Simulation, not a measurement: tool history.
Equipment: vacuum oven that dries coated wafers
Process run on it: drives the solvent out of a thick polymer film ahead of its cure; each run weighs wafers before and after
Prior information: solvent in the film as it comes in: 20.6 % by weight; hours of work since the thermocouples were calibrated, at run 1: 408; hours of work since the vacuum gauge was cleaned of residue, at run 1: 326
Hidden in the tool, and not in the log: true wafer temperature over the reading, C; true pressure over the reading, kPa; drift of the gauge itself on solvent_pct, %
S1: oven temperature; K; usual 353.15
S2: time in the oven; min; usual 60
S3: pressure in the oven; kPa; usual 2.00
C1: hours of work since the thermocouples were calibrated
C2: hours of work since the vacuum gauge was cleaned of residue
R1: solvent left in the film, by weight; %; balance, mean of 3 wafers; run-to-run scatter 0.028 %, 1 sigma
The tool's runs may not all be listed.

Run 1, hour 0.0: usual settings; C1 408; C2 326. Result: R1 3.76 %.
Run 2, hour 11.3: usual settings; C1 417; C2 334. Result: R1 3.79 %.
Run 3, hour 20.0: usual settings but S1 365.15 K; C1 424; C2 341. Result: R1 1.03 %.
Run 4, hour 29.1: usual settings but S1 365.15 K; C1 431; C2 348. Result: R1 1.04 %.
Run 5, hour 41.6: usual settings but S1 365.15 K; C1 440; C2 357. Result: R1 1.06 %.
Run 6, hour 52.0: usual settings; C1 448; C2 365. Result: R1 3.75 %.
Run 7, hour 62.6: usual settings but S1 354.15 K, S3 1.84 kPa; C1 456; C2 374. Result: R1 3.32 %.

Run 8 is up next; what results do you expect?
Run 8, hour 70.6: usual settings but S1 363.15 K, S2 35 min, S3 3.63 kPa; C1 462; C2 380. Result: R1 ?.

{"run 8": {"R1": 3.55}}
Take away the tool's hidden state, keep the run-to-run variation as it was, and the same run would have given R1 3.38 %.

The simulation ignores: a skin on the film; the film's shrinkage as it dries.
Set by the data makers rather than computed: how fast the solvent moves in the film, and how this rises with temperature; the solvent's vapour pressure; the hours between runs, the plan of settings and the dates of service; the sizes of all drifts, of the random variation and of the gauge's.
